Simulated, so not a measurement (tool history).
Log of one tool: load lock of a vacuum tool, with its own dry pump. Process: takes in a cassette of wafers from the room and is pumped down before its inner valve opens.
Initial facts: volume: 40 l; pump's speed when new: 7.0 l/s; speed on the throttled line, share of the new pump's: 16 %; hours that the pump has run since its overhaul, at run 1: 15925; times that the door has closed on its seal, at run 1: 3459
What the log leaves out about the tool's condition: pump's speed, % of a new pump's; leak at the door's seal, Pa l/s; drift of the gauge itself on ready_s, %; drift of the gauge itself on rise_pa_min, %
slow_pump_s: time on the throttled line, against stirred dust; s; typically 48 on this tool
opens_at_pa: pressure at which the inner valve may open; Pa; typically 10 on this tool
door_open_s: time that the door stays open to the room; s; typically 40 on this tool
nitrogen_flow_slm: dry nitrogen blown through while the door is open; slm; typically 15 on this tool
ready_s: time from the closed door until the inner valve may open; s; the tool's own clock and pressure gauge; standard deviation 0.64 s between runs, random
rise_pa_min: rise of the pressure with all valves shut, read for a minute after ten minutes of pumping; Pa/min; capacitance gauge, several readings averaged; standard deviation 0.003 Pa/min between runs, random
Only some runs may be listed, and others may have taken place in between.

run,day,slow_pump_s,opens_at_pa,door_open_s,nitrogen_flow_slm,hours that the pump has run since its overhaul,times that the door has closed on its seal,"incoming humidity of the room's air, %",ready_s,rise_pa_min
1,0,48,10,40,15,15925,3459,50.1,93,0.026
2,4.438,48,10,110,15,16031,3626,47,93.4,0.053
3,11.625,48,10,110,15,16204,3896,46.7,93.7,0.05
4,16.717,48,10,110,15,16326,4088,43.3,92.9,0.049
5,23.171,48,10,110,15,16481,4330,47.1,92.9,0.045
6,27.704,48,10,63,15,16590,4501,45.5,92.3,0.035
7,34.404,48,10,40,15,16751,4753,45.6,93.1,0.025
8,38.654,48,10,40,15,16853,4913,42.8,93.1,0.024
9,42.738,28,10,40,15,16951,5066,46,76.7,0.025
10,46.35,28,10,40,15,17037,5202,45.9,77.9,0.023
11,52.796,28,10,40,15,17192,5444,43.8,77.1,0.023
12,56.412,48,10,40,20,17279,5580,42.3,95.2,0.017
13,60.317,48,10,40,20,17373,5727,44.8,93,0.016
14,65.008,48,10,40,20,17485,5903,44.6,94.3,0.02
15,72.9,48,10,40,20,17675,6200,45.6,93,0.023
16,77.575,48,10,40,15,17787,6376,45.4,93.6,0.02
17,83.658,48,10,218,15,17933,6605,42.6,93.9,0.076
18,91.158,39,12,218,15,18113,6887,41.6,85,0.074
19,94.933,28,15,57,4,18203,7028,43,75.9,0.047
20,100.342,28,15,57,4,18333,7232,43.9,75,0.052
21,103.679,28,15,57,4,18413,7357,44.9,75,0.052

Expected results for the next run?
22,107.262,55,10,40,9,18499,7492,47.8,?,?

{"run 22": {"ready_s": 98.6, "rise_pa_min": 0.03}}
If the tool had no hidden condition, the same run with the same run-to-run variation would have returned ready_s 98.5 s, rise_pa_min 0.03 Pa/min.
